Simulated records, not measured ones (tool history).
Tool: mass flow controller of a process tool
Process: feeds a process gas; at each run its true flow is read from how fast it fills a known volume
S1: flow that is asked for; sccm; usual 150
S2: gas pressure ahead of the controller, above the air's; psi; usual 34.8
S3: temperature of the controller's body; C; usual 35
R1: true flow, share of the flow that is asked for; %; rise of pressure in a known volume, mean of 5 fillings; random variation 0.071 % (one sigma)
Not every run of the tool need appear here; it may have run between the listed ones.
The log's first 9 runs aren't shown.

| run | day | S1 | S2 | S3 | R1 |
|---|---|---|---|---|---|
| 10 | 138.562 | 164 | 34.8 | 35 | 99.81 |
| 11 | 150.062 | 150 | 34.8 | 35 | 99.68 |
| 12 | 172.046 | 219 | 34.8 | 35 | 99.93 |
| 13 | 184.004 | 143 | 34.8 | 35 | 99.71 |
| 14 | 206.825 | 143 | 34.8 | 35 | 99.83 |
| 15 | 226.9 | 330 | 34.8 | 35 | 100.26 |
| 16 | 241.304 | 150 | 24.9 | 35 | 99.28 |
| 17 | 256.708 | 150 | 34.8 | 35 | 99.79 |
| 18 | 266.692 | 189 | 27.3 | 28 | 99.25 |
| 19 | 285.8 | 150 | 30.3 | 35 | 99.48 |
| 20 | 306.796 | 55 | 21.2 | 22 | 98.23 |
| 21 | 329.196 | 55 | 21.2 | 22 | 98.26 |
| 22 | 341.25 | 150 | 34.8 | 21 | 99.03 |
| 23 | 357.988 | 103 | 28.4 | 23 | 98.77 |
| 24 | 368.233 | 54 | 38.9 | 25 | 99.14 |
| 25 | 382.521 | 56 | 39.7 | 34 | 99.75 |
| 26 | 403.921 | 56 | 39.7 | 34 | 99.66 |
| 27 | 417.883 | 279 | 23.4 | 21 | 98.85 |
| 28 | 433.217 | 153 | 39.7 | 26 | 99.51 |

Predict the results of run 29:
| 29 | 447.446 | 153 | 39.7 | 26 | ? |

Run 29 gave R1 99.46 %.
Take away the tool's hidden state, keep the run-to-run variation as it was, and the same run would have given R1 99.46 %.

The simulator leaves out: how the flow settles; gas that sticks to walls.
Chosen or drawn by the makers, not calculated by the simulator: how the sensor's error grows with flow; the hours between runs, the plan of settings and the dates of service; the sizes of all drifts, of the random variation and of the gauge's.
